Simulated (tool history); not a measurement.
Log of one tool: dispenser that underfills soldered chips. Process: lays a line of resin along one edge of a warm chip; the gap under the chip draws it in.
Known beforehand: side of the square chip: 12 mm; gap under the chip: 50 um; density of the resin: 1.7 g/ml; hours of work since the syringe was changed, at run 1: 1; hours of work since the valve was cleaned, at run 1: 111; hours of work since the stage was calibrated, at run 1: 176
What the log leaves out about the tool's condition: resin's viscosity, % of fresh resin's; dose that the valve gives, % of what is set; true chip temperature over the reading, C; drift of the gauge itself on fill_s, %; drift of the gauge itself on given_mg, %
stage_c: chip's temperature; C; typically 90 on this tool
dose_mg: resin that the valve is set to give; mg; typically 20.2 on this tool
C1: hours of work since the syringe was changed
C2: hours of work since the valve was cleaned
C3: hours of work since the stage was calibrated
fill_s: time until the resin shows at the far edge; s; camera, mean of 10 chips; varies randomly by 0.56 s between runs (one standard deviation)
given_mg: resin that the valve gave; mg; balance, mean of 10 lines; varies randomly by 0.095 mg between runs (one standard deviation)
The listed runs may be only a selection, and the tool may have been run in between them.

{"run": 1, "hour": 0.0, "stage_c": 90, "dose_mg": 20.2, "C1": 1, "C2": 111, "C3": 176, "fill_s": 49.9, "given_mg": 19.01}
{"run": 2, "hour": 6.4, "stage_c": 90, "dose_mg": 20.2, "C1": 5, "C2": 115, "C3": 180, "fill_s": 61.4, "given_mg": 18.63}
{"hour": 10.9, "done": "new syringe of resin"}
{"run": 3, "hour": 14.3, "stage_c": 86, "dose_mg": 20.2, "C1": 2, "C2": 119, "C3": 185, "fill_s": 63.6, "given_mg": 18.83}
{"hour": 17.0, "done": "dispensing valve cleaned and set on the balance"}
{"run": 4, "hour": 19.7, "stage_c": 87, "dose_mg": 20.2, "C1": 5, "C2": 2, "C3": 188, "fill_s": 67.8, "given_mg": 20.09}
{"run": 5, "hour": 23.1, "stage_c": 87, "dose_mg": 20.2, "C1": 7, "C2": 4, "C3": 190, "fill_s": 75.2, "given_mg": 20.08}
{"hour": 24.3, "done": "new syringe of resin"}
{"run": 6, "hour": 28.5, "stage_c": 87, "dose_mg": 20.2, "C1": 3, "C2": 7, "C3": 193, "fill_s": 61.2, "given_mg": 20.04}
{"run": 7, "hour": 35.4, "stage_c": 90, "dose_mg": 21.0, "C1": 7, "C2": 11, "C3": 197, "fill_s": 68.2, "given_mg": 20.94}
{"hour": 36.8, "done": "new syringe of resin"}
{"run": 8, "hour": 43.2, "stage_c": 90, "dose_mg": 21.0, "C1": 4, "C2": 16, "C3": 202, "fill_s": 58.8, "given_mg": 20.67}
{"run": 9, "hour": 47.3, "stage_c": 83, "dose_mg": 20.2, "C1": 6, "C2": 18, "C3": 204, "fill_s": 87.4, "given_mg": 19.84}
{"hour": 49.2, "done": "new syringe of resin"}
{"run": 10, "hour": 51.3, "stage_c": 90, "dose_mg": 23.3, "C1": 1, "C2": 20, "C3": 206, "fill_s": 50.7, "given_mg": 23.16}
{"run": 11, "hour": 57.2, "stage_c": 80, "dose_mg": 23.3, "C1": 5, "C2": 24, "C3": 210, "fill_s": 88.9, "given_mg": 22.96}
{"hour": 61.5, "done": "new syringe of resin"}
{"run": 12, "hour": 63.7, "stage_c": 85, "dose_mg": 20.2, "C1": 1, "C2": 28, "C3": 214, "fill_s": 60.8, "given_mg": 20.08}
{"run": 13, "hour": 70.0, "stage_c": 85, "dose_mg": 20.2, "C1": 5, "C2": 32, "C3": 218, "fill_s": 74.6, "given_mg": 19.83}
{"hour": 74.0, "done": "new syringe of resin"}
{"run": 14, "hour": 75.0, "stage_c": 85, "dose_mg": 20.2, "C1": 1, "C2": 35, "C3": 220, "fill_s": 60.5, "given_mg": 19.82}
{"run": 15, "hour": 79.0, "stage_c": 90, "dose_mg": 20.2, "C1": 3, "C2": 37, "C3": 223, "fill_s": 57.7, "given_mg": 19.82}
{"hour": 86.2, "done": "new syringe of resin"}
{"run": 16, "hour": 86.7, "stage_c": 90, "dose_mg": 20.2, "C1": 0, "C2": 42, "C3": 227, "fill_s": 46.9, "given_mg": 19.62}
{"run": 17, "hour": 90.5, "stage_c": 90, "dose_mg": 20.2, "C1": 3, "C2": 44, "C3": 230, "fill_s": 54.5, "given_mg": 19.63}
{"run": 18, "hour": 95.7, "stage_c": 90, "dose_mg": 20.2, "C1": 6, "C2": 47, "C3": 233, "fill_s": 63.0, "given_mg": 19.58}
{"hour": 98.3, "done": "new syringe of resin"}
{"run": 19, "hour": 102.6, "stage_c": 90, "dose_mg": 20.2, "C1": 3, "C2": 51, "C3": 237, "fill_s": 53.2, "given_mg": 19.77}
{"run": 20, "hour": 106.7, "stage_c": 90, "dose_mg": 21.0, "C1": 5, "C2": 54, "C3": 239, "fill_s": 59.8, "given_mg": 20.27}
{"hour": 111.0, "done": "new syringe of resin"}
{"run": 21, "hour": 112.8, "stage_c": 89, "dose_mg": 19.6, "C1": 1, "C2": 57, "C3": 243, "fill_s": 52.6, "given_mg": 19.01}
{"run": 22, "hour": 119.5, "stage_c": 99, "dose_mg": 19.1, "C1": 5, "C2": 61, "C3": 247, "fill_s": 44.4, "given_mg": 18.33}
{"hour": 123.4, "done": "new syringe of resin"}
{"run": 23, "hour": 124.3, "stage_c": 78, "dose_mg": 25.4, "C1": 1, "C2": 64, "C3": 250, "fill_s": 78.5, "given_mg": 24.29}
{"run": 24, "hour": 130.1, "stage_c": 95, "dose_mg": 17.3, "C1": 4, "C2": 68, "C3": 253, "fill_s": 49.6, "given_mg": 16.64}
{"run": 25, "hour": 134.4, "stage_c": 85, "dose_mg": 20.2, "C1": 7, "C2": 70, "C3": 256, "fill_s": 80.2, "given_mg": 19.3}
{"hour": 136.0, "done": "new syringe of resin"}
{"run": 26, "hour": 139.0, "stage_c": 105, "dose_mg": 25.4, "C1": 2, "C2": 73, "C3": 259, "fill_s": 28.7, "given_mg": 24.21}
{"run": 27, "hour": 145.3, "stage_c": 105, "dose_mg": 25.4, "C1": 6, "C2": 77, "C3": 263, "fill_s": 35.6, "given_mg": 24.18}
{"hour": 148.3, "done": "new syringe of resin"}
{"run": 28, "hour": 150.0, "stage_c": 98, "dose_mg": 23.5, "C1": 1, "C2": 79, "C3": 265, "fill_s": 37.0, "given_mg": 22.43}
{"run": 29, "hour": 156.4, "stage_c": 98, "dose_mg": 23.5, "C1": 5, "C2": 83, "C3": 269, "fill_s": 45.6, "given_mg": 22.32}
{"hour": 160.4, "done": "new syringe of resin"}
{"run": 30, "hour": 160.9, "stage_c": 92, "dose_mg": 20.7, "C1": 0, "C2": 86, "C3": 272, "fill_s": 43.7, "given_mg": 19.69}
{"run": 31, "hour": 166.0, "stage_c": 92, "dose_mg": 20.7, "C1": 3, "C2": 89, "C3": 275, "fill_s": 52.3, "given_mg": 19.54}
{"run": 32, "hour": 171.5, "stage_c": 80, "dose_mg": 23.7, "C1": 7, "C2": 92, "C3": 278, "fill_s": 98.1, "given_mg": 22.48}
{"hour": 172.9, "done": "new syringe of resin"}
{"run": 33, "hour": 178.2, "stage_c": 80, "dose_mg": 23.7, "C1": 3, "C2": 96, "C3": 282, "fill_s": 80.6, "given_mg": 22.3}
{"run": 34, "hour": 181.4, "stage_c": 88, "dose_mg": 19.3, "C1": 5, "C2": 98, "C3": 284, "fill_s": 66.9, "given_mg": 18.25}
{"hour": 185.2, "done": "new syringe of resin"}
{"run": 35, "hour": 187.3, "stage_c": 90, "dose_mg": 20.2, "C1": 1, "C2": 102, "C3": 288, "fill_s": 51.1, "given_mg": 18.97}
{"run": 36, "hour": 191.9, "stage_c": 81, "dose_mg": 24.5, "C1": 4, "C2": 104, "C3": 290, "fill_s": 81.3, "given_mg": 22.89}

The same runs without the tool's hidden state, with the same run-to-run variation:
run=1 fill_s=48.0 given_mg=20.40
run=2 fill_s=48.3 given_mg=20.05
run=3 fill_s=56.9 given_mg=20.34
run=4 fill_s=53.0 given_mg=20.11
run=5 fill_s=52.8 given_mg=20.12
run=6 fill_s=53.7 given_mg=20.12
run=7 fill_s=47.9 given_mg=21.07
run=8 fill_s=48.2 given_mg=20.86
run=9 fill_s=62.7 given_mg=20.06
run=10 fill_s=48.2 given_mg=23.45
run=11 fill_s=70.4 given_mg=23.30
run=12 fill_s=57.8 given_mg=20.42
run=13 fill_s=58.2 given_mg=20.21
run=14 fill_s=58.0 given_mg=20.24
run=15 fill_s=48.8 given_mg=20.26
run=16 fill_s=47.2 given_mg=20.11
run=17 fill_s=48.5 given_mg=20.16
run=18 fill_s=47.4 given_mg=20.15
run=19 fill_s=47.4 given_mg=20.39
run=20 fill_s=46.7 given_mg=20.95
run=21 fill_s=49.8 given_mg=19.69
run=22 fill_s=33.8 given_mg=19.04
run=23 fill_s=77.9 given_mg=25.26
run=24 fill_s=40.6 given_mg=17.35
run=25 fill_s=57.5 given_mg=20.15
run=26 fill_s=26.5 given_mg=25.32
run=27 fill_s=27.0 given_mg=25.35
run=28 fill_s=34.8 given_mg=23.56
run=29 fill_s=35.1 given_mg=23.50
run=30 fill_s=44.3 given_mg=20.77
run=31 fill_s=45.0 given_mg=20.64
run=32 fill_s=71.1 given_mg=23.81
run=33 fill_s=69.6 given_mg=23.68
run=34 fill_s=51.8 given_mg=19.40
run=35 fill_s=48.6 given_mg=20.21
run=36 fill_s=67.2 given_mg=24.44

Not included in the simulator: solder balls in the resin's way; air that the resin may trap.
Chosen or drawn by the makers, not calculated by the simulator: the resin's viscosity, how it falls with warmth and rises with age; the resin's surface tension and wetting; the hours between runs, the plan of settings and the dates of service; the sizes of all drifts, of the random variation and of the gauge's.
